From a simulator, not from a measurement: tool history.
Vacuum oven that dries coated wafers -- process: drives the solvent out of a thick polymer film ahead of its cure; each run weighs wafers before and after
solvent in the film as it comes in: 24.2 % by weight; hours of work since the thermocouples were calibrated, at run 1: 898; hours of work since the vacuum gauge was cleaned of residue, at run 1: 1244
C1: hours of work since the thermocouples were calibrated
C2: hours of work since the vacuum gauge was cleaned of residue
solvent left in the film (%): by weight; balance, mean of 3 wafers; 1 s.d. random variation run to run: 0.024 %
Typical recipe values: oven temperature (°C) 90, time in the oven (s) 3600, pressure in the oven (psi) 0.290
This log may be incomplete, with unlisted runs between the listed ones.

Run 1, day 0.000: usual settings; C1 898; C2 1244. Result: solvent left in the film (%) 2.22.
Run 2, day 3.038: usual settings but pressure in the oven (psi) 0.189; C1 929; C2 1275. Result: solvent left in the film (%) 1.87.
At day 4.542: oven's thermocouples calibrated.
Run 3, day 4.733: usual settings but pressure in the oven (psi) 0.189; C1 2; C2 1291. Result: solvent left in the film (%) 1.59.
Run 4, day 6.404: usual settings but pressure in the oven (psi) 0.189; C1 19; C2 1308. Result: solvent left in the film (%) 1.58.
Run 5, day 8.079: usual settings; C1 36; C2 1325. Result: solvent left in the film (%) 1.99.
Run 6, day 10.604: usual settings; C1 62; C2 1351. Result: solvent left in the film (%) 2.01.
Run 7, day 13.208: usual settings; C1 88; C2 1378. Result: solvent left in the film (%) 2.00.
Run 8, day 15.904: usual settings but pressure in the oven (psi) 0.615; C1 116; C2 1405. Result: solvent left in the film (%) 3.19.
Run 9, day 17.229: usual settings but pressure in the oven (psi) 0.615; C1 129; C2 1419. Result: solvent left in the film (%) 3.18.
Run 10, day 19.467: usual settings but pressure in the oven (psi) 0.263; C1 152; C2 1442. Result: solvent left in the film (%) 1.91.
Run 11, day 22.138: usual settings but pressure in the oven (psi) 0.263; C1 179; C2 1469. Result: solvent left in the film (%) 1.90.
Run 12, day 23.583: usual settings but pressure in the oven (psi) 0.263; C1 194; C2 1483. Result: solvent left in the film (%) 1.96.
Run 13, day 26.279: usual settings but oven temperature (°C) 101; C1 222; C2 1511. Result: solvent left in the film (%) 0.91.
Run 14, day 27.738: usual settings but oven temperature (°C) 101; C1 237; C2 1526. Result: solvent left in the film (%) 0.92.
At day 30.079: vacuum gauge cleaned of residue and calibrated.
Run 15, day 30.079: usual settings but pressure in the oven (psi) 0.946; C1 260; C2 0. Result: solvent left in the film (%) 4.34.
Run 16, day 32.017: usual settings but time in the oven (s) 4320; C1 279; C2 20. Result: solvent left in the film (%) 1.54.
Run 17, day 34.500: usual settings but oven temperature (°C) 87; C1 305; C2 45. Result: solvent left in the film (%) 2.53.
Run 18, day 37.075: usual settings but oven temperature (°C) 87; C1 331; C2 71. Result: solvent left in the film (%) 2.53.
Run 19, day 39.038: usual settings but oven temperature (°C) 87, time in the oven (s) 2820; C1 351; C2 91. Result: solvent left in the film (%) 3.54.
Run 20, day 40.983: usual settings but oven temperature (°C) 87, time in the oven (s) 2820; C1 371; C2 111. Result: solvent left in the film (%) 3.53.
Run 21, day 42.846: usual settings but oven temperature (°C) 87, time in the oven (s) 2820; C1 390; C2 130. Result: solvent left in the film (%) 3.57.
Run 22, day 45.267: usual settings but oven temperature (°C) 87, time in the oven (s) 5100, pressure in the oven (psi) 0.699; C1 415; C2 155. Result: solvent left in the film (%) 3.49.
Run 23, day 48.221: usual settings but oven temperature (°C) 87, time in the oven (s) 5100, pressure in the oven (psi) 0.699; C1 445; C2 185. Result: solvent left in the film (%) 3.51.
Run 24, day 50.058: usual settings but time in the oven (s) 3540, pressure in the oven (psi) 0.148; C1 463; C2 204. Result: solvent left in the film (%) 1.45.
Run 25, day 52.700: usual settings but time in the oven (s) 2640; C1 490; C2 231. Result: solvent left in the film (%) 3.05.
Run 26, day 55.488: usual settings but oven temperature (°C) 83, pressure in the oven (psi) 0.513; C1 519; C2 259. Result: solvent left in the film (%) 4.82.
Run 27, day 57.800: usual settings but oven temperature (°C) 93, time in the oven (s) 5340, pressure in the oven (psi) 0.773; C1 542; C2 283. Result: solvent left in the film (%) 2.80.
Run 28, day 60.667: usual settings but oven temperature (°C) 91, time in the oven (s) 2040, pressure in the oven (psi) 0.155; C1 572; C2 312. Result: solvent left in the film (%) 3.50.
Run 29, day 62.246: usual settings but oven temperature (°C) 87, time in the oven (s) 3360, pressure in the oven (psi) 0.199; C1 588; C2 328. Result: solvent left in the film (%) 2.53.
Run 30, day 64.825: usual settings but oven temperature (°C) 92, time in the oven (s) 2700; C1 614; C2 354. Result: solvent left in the film (%) 2.52.
Run 31, day 66.467: usual settings but oven temperature (°C) 92, time in the oven (s) 2700; C1 631; C2 371. Result: solvent left in the film (%) 2.44.
Run 32, day 68.279: usual settings but oven temperature (°C) 76, time in the oven (s) 2700, pressure in the oven (psi) 0.181; C1 649; C2 389. Result: solvent left in the film (%) 8.02.
Run 33, day 70.083: usual settings but oven temperature (°C) 76, time in the oven (s) 2700, pressure in the oven (psi) 0.181; C1 668; C2 408. Result: solvent left in the film (%) 8.06.
Run 34, day 71.350: usual settings but oven temperature (°C) 76, time in the oven (s) 2700, pressure in the oven (psi) 0.181; C1 681; C2 421. Result: solvent left in the film (%) 8.02.

A few steps of solvent left in the film (%) between consecutive runs. Split each: what settings, incoming material and random variation would produce without the hidden state, and what is left over for the hidden state, along with gauge scatter present in only one of the two compared results (measured, and without hidden state):
What the log doesn't record here: true wafer temperature over the reading, C; true pressure over the reading, kPa; drift of the gauge itself on solvent_pct, %.
Run 2 -> 3: oven's thermocouples calibrated. solvent left in the film (%) -0.28: hidden state -0.29, all else +0.01.
Run 14 -> 15: oven temperature (°C) 101 -> 90, pressure in the oven (psi) 0.290 -> 0.946, vacuum gauge cleaned of residue and calibrated. solvent left in the film (%) +3.42: hidden state -0.03, all else +3.45.
Run 15 -> 16: time in the oven (s) 3600 -> 4320, pressure in the oven (psi) 0.946 -> 0.290. solvent left in the film (%) -2.80: hidden state -0.05, all else -2.75.
Run 26 -> 27: oven temperature (°C) 83 -> 93, time in the oven (s) 3600 -> 5340, pressure in the oven (psi) 0.513 -> 0.773. solvent left in the film (%) -2.02: hidden state -0.20, all else -1.82.
Run 31 -> 32: oven temperature (°C) 92 -> 76, pressure in the oven (psi) 0.290 -> 0.181. solvent left in the film (%) +5.58: hidden state +0.25, all else +5.33.
